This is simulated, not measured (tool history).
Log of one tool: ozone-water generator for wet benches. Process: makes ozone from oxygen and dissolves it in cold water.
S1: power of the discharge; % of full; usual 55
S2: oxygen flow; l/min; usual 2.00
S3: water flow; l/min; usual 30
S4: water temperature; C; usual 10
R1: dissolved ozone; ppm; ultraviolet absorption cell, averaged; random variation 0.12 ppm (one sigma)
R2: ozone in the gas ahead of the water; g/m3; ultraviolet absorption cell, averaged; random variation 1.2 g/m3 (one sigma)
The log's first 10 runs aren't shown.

run	hour	S1	S2	S3	S4	R1	R2
11	966.0	62	2.00	25	10	13.9	236.3
12	1056.7	52	2.00	30	10	10.0	210.4
13	1191.2	55	2.00	30	10	10.3	219.9
14	1256.9	55	2.00	30	10	10.3	218.1
15	1329.7	55	2.00	30	10	10.5	218.8
16	1440.6	55	2.00	30	10	10.3	219.8
17	1507.0	51	2.00	24	10	12.6	208.7
18	1619.8	87	2.09	23	12	18.5	287.9
19	1694.8	87	1.87	23	12	18.3	309.2
20	1802.3	87	1.55	19	12	21.2	343.4
21	1953.3	87	1.55	19	12	21.1	346.7
22	2041.0	55	3.13	26	12	13.2	166.2

Run 23 comes next. What will it give?
23	2135.5	40	2.00	25	10	?	?

Run 23 gave R1 10.4 ppm, R2 175.8 g/m3.
Without the tool's hidden state the same run would have given R1 10.4 ppm, R2 178.9 g/m3.

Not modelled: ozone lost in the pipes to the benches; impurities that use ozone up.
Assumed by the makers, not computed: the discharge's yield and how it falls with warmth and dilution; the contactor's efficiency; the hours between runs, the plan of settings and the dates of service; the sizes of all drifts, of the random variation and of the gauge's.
